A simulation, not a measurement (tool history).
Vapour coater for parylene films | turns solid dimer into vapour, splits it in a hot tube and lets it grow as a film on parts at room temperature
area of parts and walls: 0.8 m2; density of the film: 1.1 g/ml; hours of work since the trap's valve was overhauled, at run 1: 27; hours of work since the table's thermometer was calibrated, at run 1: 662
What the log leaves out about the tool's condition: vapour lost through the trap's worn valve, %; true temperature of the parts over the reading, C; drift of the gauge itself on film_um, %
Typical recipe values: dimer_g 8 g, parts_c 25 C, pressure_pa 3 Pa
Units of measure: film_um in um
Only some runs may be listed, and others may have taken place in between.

run	hour	dimer_g	parts_c	pressure_pa	hours of work since the trap's valve was overhauled	hours of work since the table's thermometer was calibrated	film_um
1	0	8	25	3	27	662	7.29
2	15.4	4	25	3	40	675	3.53
3	40	4	25	3	60	696	3.61
4	62.9	4	25	3	80	715	3.5
5	77.6	4	25	3	92	728	3.55
6	94.5	8	25	3	106	742	7.13
7	113.5	13	25	3	122	758	11.39
8	135.7	8	22	3	141	776	7.81
9	154.5	8	22	3	156	792	7.8
10	168.4	8	22	3	168	804	7.75
11	185.2	9	25	3	182	818	7.66
12	201.8	8	25	3	196	832	6.95
13	215.9	8	25	3	208	844	6.88
14	240.2	8	25	3	228	864	6.81
15	268.3	8	25	3	252	888	6.77
16	283.2	8	25	3	265	900	6.71
17	298.6	8	25	3	277	913	6.74
18	320	8	25	3	295	931	6.71
19	345.9	8	25	3	317	953	6.74
20	363	8	25	3	331	967	6.7
21	377	6	37	7.38	343	979	3.01
22	403.7	6	37	7.38	366	1001	2.98
23	425	8	33	3	384	1019	4.9
24	443.7	5	25	5.29	399	1035	3.93
25	460.5	10	18	7.05	413	1049	10.12
26	478.6	10	18	7.05	429	1064	10.06
27	502.1	8	29	2.28	448	1084	5.6
28	516.2	13	32	5.35	460	1096	7.87
29	532.8	13	32	5.35	474	1110	7.73
30	554.5	3	25	5.38	492	1128	2.29
31	580.4	8	25	3	514	1150	6.43
32	595.6	8	25	3	527	1163	6.33
# hour 621.9: trap's valve overhauled
33	624.5	8	25	3	2	1183	7.15
34	651.1	5	33	3	25	1206	3.22
35	666.2	5	27	3	37	1218	4.06
36	684.8	11	23	8.04	53	1234	10
37	702.5	8	25	5.19	68	1249	6.82
38	715.3	11	25	3	78	1260	9.67

Below are 4 alternative next runs, each starting from the tool's condition after run 38. Predict each:
A	741.5	3	25	2.25	100	1282	?
B	741.5	8	19	3	100	1282	?
C	741.5	8	25	6.91	100	1282	?
D	741.5	4	22	6.43	100	1282	?

run	film_um
A	2.66
B	8.65
C	6.7
D	3.7
Take away the tool's hidden state, keep each run's random variation, and the runs would have read:
run	film_um
A	2.78
B	8.88
C	7.01
D	3.88
